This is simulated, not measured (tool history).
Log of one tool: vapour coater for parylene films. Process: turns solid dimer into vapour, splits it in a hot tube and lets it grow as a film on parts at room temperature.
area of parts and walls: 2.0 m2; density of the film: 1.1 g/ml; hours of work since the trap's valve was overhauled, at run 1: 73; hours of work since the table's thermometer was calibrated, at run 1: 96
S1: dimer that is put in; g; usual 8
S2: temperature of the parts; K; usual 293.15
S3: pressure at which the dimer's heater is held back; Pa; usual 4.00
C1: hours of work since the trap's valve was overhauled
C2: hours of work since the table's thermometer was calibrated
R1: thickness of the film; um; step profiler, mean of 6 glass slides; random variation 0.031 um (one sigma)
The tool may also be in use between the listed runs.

run	day	S1	S2	S3	C1	C2	R1
1	0.000	8	293.15	4.00	73	96	2.74
2	0.617	8	293.15	4.00	80	103	2.72
3	0.883	8	293.15	4.00	82	106	2.72
4	1.329	8	293.15	4.33	87	111	2.76
5	1.812	4	293.15	4.00	92	116	1.39
6	2.354	8	289.15	4.00	98	122	3.05
7	2.838	8	289.15	4.00	103	127	3.04
8	3.221	8	289.15	4.00	108	131	3.00
9	3.767	8	289.15	4.00	113	137	3.02
10	4.225	8	289.15	4.00	118	142	3.01
11	4.817	8	289.15	4.00	125	148	2.99
12	5.362	8	289.15	4.00	131	154	3.06
13	5.933	8	289.15	4.00	137	160	2.99
14	6.304	4	295.15	9.41	141	164	1.10
15	6.688	8	296.15	2.54	145	168	2.54

Run 16 comes next. What will it give?
16	7.100	6	294.15	4.82	149	173	?

Run 16 gave R1 1.89 um.
Without the tool's hidden state the same run would have given R1 2.12 um.
